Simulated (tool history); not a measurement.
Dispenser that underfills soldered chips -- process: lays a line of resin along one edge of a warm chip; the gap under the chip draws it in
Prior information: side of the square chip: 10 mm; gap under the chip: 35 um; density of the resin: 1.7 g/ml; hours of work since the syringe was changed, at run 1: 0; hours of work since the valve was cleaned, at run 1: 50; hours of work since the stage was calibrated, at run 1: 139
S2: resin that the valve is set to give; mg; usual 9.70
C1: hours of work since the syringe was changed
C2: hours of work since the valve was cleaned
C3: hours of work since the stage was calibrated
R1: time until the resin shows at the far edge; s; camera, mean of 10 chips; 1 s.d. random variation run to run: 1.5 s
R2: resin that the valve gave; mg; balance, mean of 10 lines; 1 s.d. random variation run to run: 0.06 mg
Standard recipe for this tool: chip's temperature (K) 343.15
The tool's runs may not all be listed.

run 1 hour=0.0 | chip's_temperature_(K)=343.15 S2=9.70 | C1=0 C2=50 C3=139 | R1=148.0 R2=9.52
run 2 hour=7.1 | chip's_temperature_(K)=343.15 S2=10.06 | C1=5 C2=55 C3=144 | R1=225.0 R2=9.89
-- hour=12.1 new syringe of resin
run 3 hour=12.7 | chip's_temperature_(K)=343.15 S2=10.06 | C1=0 C2=59 C3=148 | R1=148.7 R2=9.78
-- hour=24.2 new syringe of resin
run 4 hour=25.1 | chip's_temperature_(K)=343.15 S2=10.06 | C1=1 C2=67 C3=157 | R1=154.3 R2=9.80
-- hour=35.5 new syringe of resin
run 5 hour=36.3 | chip's_temperature_(K)=343.15 S2=9.70 | C1=1 C2=75 C3=165 | R1=149.0 R2=9.47
run 6 hour=45.0 | chip's_temperature_(K)=349.15 S2=9.70 | C1=7 C2=81 C3=171 | R1=208.3 R2=9.54
-- hour=46.9 new syringe of resin
run 7 hour=52.0 | chip's_temperature_(K)=349.15 S2=9.70 | C1=4 C2=86 C3=176 | R1=161.0 R2=9.34
-- hour=58.2 new syringe of resin
run 8 hour=58.7 | chip's_temperature_(K)=349.15 S2=9.70 | C1=0 C2=91 C3=180 | R1=122.6 R2=9.41
run 9 hour=67.8 | chip's_temperature_(K)=335.15 S2=12.42 | C1=7 C2=97 C3=187 | R1=329.5 R2=12.03
-- hour=70.0 new syringe of resin
run 10 hour=79.7 | chip's_temperature_(K)=354.15 S2=9.30 | C1=7 C2=106 C3=195 | R1=187.8 R2=9.06
-- hour=81.3 new syringe of resin
run 11 hour=86.8 | chip's_temperature_(K)=328.15 S2=11.23 | C1=4 C2=111 C3=200 | R1=342.8 R2=10.83
-- hour=92.9 new syringe of resin
run 12 hour=97.5 | chip's_temperature_(K)=343.15 S2=10.87 | C1=3 C2=118 C3=208 | R1=189.7 R2=10.58
-- hour=104.3 new syringe of resin
run 13 hour=108.0 | chip's_temperature_(K)=353.15 S2=9.34 | C1=3 C2=125 C3=215 | R1=134.5 R2=9.00
-- hour=113.8 dispensing valve cleaned and set on the balance
-- hour=116.8 new syringe of resin
run 14 hour=118.4 | chip's_temperature_(K)=353.15 S2=11.37 | C1=1 C2=3 C3=221 | R1=117.4 R2=11.47

Below are 3 alternative next runs, each starting from the tool's condition after run 14. Predict each:
-- hour=128.9 new syringe of resin
run A hour=131.1 | chip's_temperature_(K)=334.15 S2=10.52 | C1=2 C2=12 C3=230 | R1=? R2=?
-- hour=128.9 new syringe of resin
run B hour=131.1 | chip's_temperature_(K)=352.15 S2=8.22 | C1=2 C2=12 C3=230 | R1=? R2=?
-- hour=128.9 new syringe of resin
run C hour=131.1 | chip's_temperature_(K)=343.15 S2=12.32 | C1=2 C2=12 C3=230 | R1=? R2=?

run=A R1=223.6 R2=10.49
run=B R1=129.7 R2=8.16
run=C R1=162.7 R2=12.25
What these runs would have given with no unlogged condition in the tool:
run=A R1=192.1 R2=10.54
run=B R1=111.6 R2=8.20
run=C R1=140.0 R2=12.31
